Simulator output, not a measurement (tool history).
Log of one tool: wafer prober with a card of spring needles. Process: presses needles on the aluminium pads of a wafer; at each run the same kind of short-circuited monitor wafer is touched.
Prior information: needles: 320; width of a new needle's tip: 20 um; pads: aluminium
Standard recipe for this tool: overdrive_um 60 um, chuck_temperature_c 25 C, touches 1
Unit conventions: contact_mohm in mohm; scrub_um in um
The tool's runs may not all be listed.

| run | hour | overdrive_um | chuck_temperature_c | touches | contact_mohm | scrub_um |
|---|---|---|---|---|---|---|
| 1 | 0 | 60 | 25 | 1 | 286 | 12.68 |
|  | 2.1 | tips cleaned on abrasive film |
|  | 12.1 | tips cleaned on abrasive film |
|  | 22.1 | tips cleaned on abrasive film |
|  | 32 | tips cleaned on abrasive film |
|  | 42 | tips cleaned on abrasive film |
| 2 | 44.5 | 60 | 25 | 1 | 232 | 12.63 |
|  | 50.5 | tips cleaned on abrasive film |
|  | 60.5 | tips cleaned on abrasive film |
|  | 70.5 | tips cleaned on abrasive film |
|  | 80.5 | tips cleaned on abrasive film |
| 3 | 81.4 | 60 | 25 | 1 | 209 | 12.59 |
|  | 89.4 | tips cleaned on abrasive film |
|  | 99.4 | tips cleaned on abrasive film |
|  | 107.4 | tips cleaned on abrasive film |
|  | 117.4 | tips cleaned on abrasive film, once more |
|  | 127.4 | tips cleaned on abrasive film |
|  | 135.4 | tips cleaned on abrasive film |
|  | 145.4 | tips cleaned on abrasive film |
| 4 | 152.7 | 46 | 25 | 1 | 397 | 9.55 |
|  | 154.8 | tips cleaned on abrasive film |
|  | 164.8 | tips cleaned on abrasive film |
|  | 174.8 | tips cleaned on abrasive film |
|  | 184.7 | tips cleaned on abrasive film |
|  | 194.7 | tips cleaned on abrasive film |
|  | 204.7 | tips cleaned on abrasive film |
|  | 214.7 | tips cleaned on abrasive film |
|  | 224.7 | tips cleaned on abrasive film |
| 5 | 231 | 60 | 57 | 1 | 291 | 12.39 |
|  | 233.1 | tips cleaned on abrasive film |
|  | 243 | tips cleaned on abrasive film |
|  | 253 | tips cleaned on abrasive film |
|  | 261 | tips cleaned on abrasive film |
|  | 271 | tips cleaned on abrasive film |
|  | 281 | tips cleaned on abrasive film |
|  | 289 | tips cleaned on abrasive film |
|  | 299 | tips cleaned on abrasive film |
| 6 | 300.5 | 60 | 57 | 3 | 206 | 12.28 |
|  | 308.5 | tips cleaned on abrasive film |
|  | 318.5 | tips cleaned on abrasive film |
|  | 328.5 | tips cleaned on abrasive film |
|  | 336.6 | tips cleaned on abrasive film |
| 7 | 336.6 | 60 | 25 | 1 | 193 | 12.27 |
|  | 344.6 | tips cleaned on abrasive film |
|  | 354.6 | tips cleaned on abrasive film |
|  | 362.6 | tips cleaned on abrasive film |
|  | 372.6 | tips cleaned on abrasive film |
|  | 382.6 | tips cleaned on abrasive film |
|  | 392.6 | tips cleaned on abrasive film |
|  | 402.6 | tips cleaned on abrasive film |
|  | 408.8 | height of the first contact set anew |
|  | 412.9 | tips cleaned on abrasive film |
| 8 | 413 | 60 | 25 | 1 | 200 | 12.72 |
|  | 421.1 | tips cleaned on abrasive film |
|  | 431 | tips cleaned on abrasive film |
|  | 441 | tips cleaned on abrasive film |
|  | 451 | tips cleaned on abrasive film |
| 9 | 458.1 | 60 | 25 | 1 | 310 | 12.63 |
|  | 460.2 | tips cleaned on abrasive film |
|  | 470.2 | tips cleaned on abrasive film |
|  | 480.2 | tips cleaned on abrasive film |
|  | 490.2 | tips cleaned on abrasive film |
|  | 500.2 | tips cleaned on abrasive film |
|  | 510.1 | tips cleaned on abrasive film |
|  | 520.1 | tips cleaned on abrasive film |
| 10 | 521.8 | 60 | 25 | 1 | 231 | 12.53 |
|  | 529.8 | tips cleaned on abrasive film |
|  | 539.8 | tips cleaned on abrasive film |
|  | 549.7 | tips cleaned on abrasive film |
|  | 559.7 | tips cleaned on abrasive film |
|  | 569.7 | tips cleaned on abrasive film |
|  | 579.7 | tips cleaned on abrasive film |
|  | 589.7 | tips cleaned on abrasive film |
|  | 598.4 | tips cleaned on abrasive film |
| 11 | 598.4 | 60 | 25 | 1 | 196 | 12.45 |
|  | 608.4 | tips cleaned on abrasive film |
|  | 616.4 | tips cleaned on abrasive film |
|  | 626.4 | tips cleaned on abrasive film |
|  | 636.4 | tips cleaned on abrasive film |
| 12 | 640.6 | 55 | 29 | 2 | 257 | 11.31 |
|  | 644.7 | tips cleaned on abrasive film |
|  | 654.7 | tips cleaned on abrasive film |
|  | 664.7 | tips cleaned on abrasive film |
|  | 672.7 | tips cleaned on abrasive film |
| 13 | 677 | 72 | 29 | 2 | 211 | 14.89 |
|  | 681.1 | tips cleaned on abrasive film |
|  | 691 | tips cleaned on abrasive film |
|  | 701 | tips cleaned on abrasive film |
|  | 711 | tips cleaned on abrasive film |
|  | 721 | tips cleaned on abrasive film |
| 14 | 728.1 | 56 | 55 | 1 | 335 | 11.45 |
|  | 730.2 | tips cleaned on abrasive film |
|  | 740.2 | tips cleaned on abrasive film |
|  | 750.2 | tips cleaned on abrasive film |
|  | 760.2 | tips cleaned on abrasive film |
|  | 770.2 | tips cleaned on abrasive film |
|  | 780.2 | tips cleaned on abrasive film |
| 15 | 786.7 | 75 | 46 | 1 | 261 | 15.41 |
|  | 788.8 | tips cleaned on abrasive film |
|  | 798.8 | tips cleaned on abrasive film |
|  | 808.8 | tips cleaned on abrasive film |
|  | 818.8 | tips cleaned on abrasive film |
|  | 819.1 | height of the first contact set anew |
| 16 | 820.3 | 60 | 54 | 1 | 228 | 12.74 |
|  | 828.4 | tips cleaned on abrasive film |
|  | 838.3 | tips cleaned on abrasive film |
|  | 848.3 | tips cleaned on abrasive film |
|  | 856.3 | tips cleaned on abrasive film |
|  | 866.3 | tips cleaned on abrasive film |
|  | 876.3 | tips cleaned on abrasive film |
|  | 886.3 | tips cleaned on abrasive film |
| 17 | 889.7 | 60 | 54 | 1 | 266 | 12.69 |
|  | 895.8 | tips cleaned on abrasive film |
|  | 903.8 | tips cleaned on abrasive film |
|  | 913.8 | tips cleaned on abrasive film |
|  | 923.7 | tips cleaned on abrasive film |
|  | 933.7 | tips cleaned on abrasive film |
| 18 | 940.5 | 46 | 27 | 2 | 321 | 9.59 |
|  | 942.6 | tips cleaned on abrasive film |
|  | 950.6 | tips cleaned on abrasive film |
|  | 960.6 | tips cleaned on abrasive film |
|  | 968.6 | tips cleaned on abrasive film |
|  | 978.6 | tips cleaned on abrasive film |
|  | 986.6 | tips cleaned on abrasive film |
| 19 | 987.4 | 40 | 27 | 2 | 236 | 8.25 |
|  | 995.4 | tips cleaned on abrasive film |
|  | 1005.4 | tips cleaned on abrasive film |
|  | 1015.4 | tips cleaned on abrasive film |
|  | 1025.3 | tips cleaned on abrasive film |
|  | 1035.3 | tips cleaned on abrasive film |
|  | 1045.3 | tips cleaned on abrasive film |
| 20 | 1049.2 | 60 | 25 | 2 | 229 | 12.35 |
|  | 1055.3 | tips cleaned on abrasive film |
|  | 1065.3 | tips cleaned on abrasive film |
|  | 1075.2 | tips cleaned on abrasive film |
|  | 1085.2 | tips cleaned on abrasive film |
| 21 | 1090.9 | 60 | 25 | 2 | 257 | 12.36 |
|  | 1094.9 | tips cleaned on abrasive film |
|  | 1104.9 | tips cleaned on abrasive film |
|  | 1114.9 | tips cleaned on abrasive film |
|  | 1122.9 | tips cleaned on abrasive film |
|  | 1132.9 | tips cleaned on abrasive film |
| 22 | 1132.9 | 60 | 25 | 1 | 206 | 12.21 |

Some steps in contact_mohm, run to run, broken into two amounts with sign: the step expected even without the hidden condition (settings, incoming material, random variation), and the rest, left for the hidden condition together with whatever gauge scatter is not in both the measured and the hidden-condition-free result:
The hidden state here: debris on the tips, nm; way that the needles fall short of the set height, um; tips' diameter, um; drift of the gauge itself on contact_mohm, %; drift of the gauge itself on scrub_um, %.
Run 3 -> 4: overdrive_um 60 -> 46, tips cleaned on abrasive film, tips cleaned on abrasive film, tips cleaned on abrasive film, tips cleaned on abrasive film, once more, tips cleaned on abrasive film, tips cleaned on abrasive film, tips cleaned on abrasive film. contact_mohm +188 mohm: hidden state +183, all else +5.
Run 13 -> 14: overdrive_um 72 -> 56, chuck_temperature_c 29 -> 55, touches 2 -> 1, tips cleaned on abrasive film, tips cleaned on abrasive film, tips cleaned on abrasive film, tips cleaned on abrasive film, tips cleaned on abrasive film. contact_mohm +124 mohm: hidden state +113, all else +11.
